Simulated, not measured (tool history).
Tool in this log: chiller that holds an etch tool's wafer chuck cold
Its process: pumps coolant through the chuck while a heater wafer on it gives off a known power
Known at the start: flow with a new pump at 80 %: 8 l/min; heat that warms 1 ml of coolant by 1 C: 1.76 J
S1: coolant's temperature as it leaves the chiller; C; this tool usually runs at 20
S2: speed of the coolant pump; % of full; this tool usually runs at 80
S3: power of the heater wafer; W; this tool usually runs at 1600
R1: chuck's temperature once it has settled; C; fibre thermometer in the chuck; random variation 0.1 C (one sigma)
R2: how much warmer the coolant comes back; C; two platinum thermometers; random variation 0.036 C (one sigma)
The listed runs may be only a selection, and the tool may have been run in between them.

run,hour,S1,S2,S3,R1,R2
1,0.0,20,80,1600,32.7,7.08
2,87.9,13,80,1600,25.4,7.17
3,168.6,13,80,1600,25.5,7.14
4,227.6,20,80,1600,32.5,7.13
5,291.6,20,80,1600,32.5,7.14
6,397.2,20,80,1600,32.6,7.19
7,527.2,20,80,1600,32.7,7.16
8,649.0,20,80,1600,32.7,7.15
9,714.6,20,79,1600,32.8,7.37
10,816.8,20,79,1600,33.0,7.31
11,908.1,20,80,1600,32.9,7.18
12,997.1,20,80,1600,32.9,7.21
13,1093.9,20,80,1600,32.8,7.24
14,1194.0,20,80,1600,32.9,7.30
15,1249.1,20,80,1600,32.7,7.22
# hour 1256.6: chiller's thermometer calibrated
16,1336.9,20,80,1600,33.2,7.23
17,1400.9,20,80,1937,35.9,8.78
18,1463.4,20,80,1937,36.1,8.84
19,1525.9,20,80,1937,36.0,8.86
20,1600.7,14,72,1072,23.7,5.48
21,1709.3,13,65,1600,28.5,9.02
22,1813.6,13,65,988,22.7,5.67
23,1893.8,20,80,1270,30.6,5.76
# hour 1906.9: chiller's thermometer calibrated, once more
24,2014.9,20,80,1270,30.5,5.84
25,2121.2,20,80,1270,30.4,5.82
26,2193.0,20,80,1270,30.4,5.89
27,2290.3,20,80,1270,30.4,5.90
28,2410.5,12,80,1583,25.1,7.28
29,2500.1,20,81,1559,32.6,7.07
30,2588.6,10,83,2338,28.7,10.39
31,2707.8,10,83,2338,29.0,10.42

A few steps of R1 between consecutive runs. Split each: what settings, incoming material and random variation would produce without the hidden state, and what is left over for the hidden state, along with gauge scatter present in only one of the two compared results (measured, and without hidden state):
Unlogged tool condition in this case: heat passed by the chuck's channels, % of clean ones'; flow at a given pump speed, % of a new pump's; coolant's true temperature over the reading, C; drift of the gauge itself on chuck_c, C; drift of the gauge itself on warmer_back_c, C.
Run 19 -> 20: S1 20 -> 14, S2 80 -> 72, S3 1937 -> 1072. R1 -12.3 C: hidden state -0.7, all else -11.6.
Run 20 -> 21: S1 14 -> 13, S2 72 -> 65, S3 1072 -> 1600. R1 +4.8 C: hidden state +0.7, all else +4.1.
Run 22 -> 23: S1 13 -> 20, S2 65 -> 80, S3 988 -> 1270. R1 +7.9 C: hidden state +0.1, all else +7.8.
Run 28 -> 29: S1 12 -> 20, S2 80 -> 81, S3 1583 -> 1559. R1 +7.5 C: hidden state -0.1, all else +7.6.
Run 29 -> 30: S1 20 -> 10, S2 81 -> 83, S3 1559 -> 2338. R1 -3.9 C: hidden state +0.8, all else -4.7.
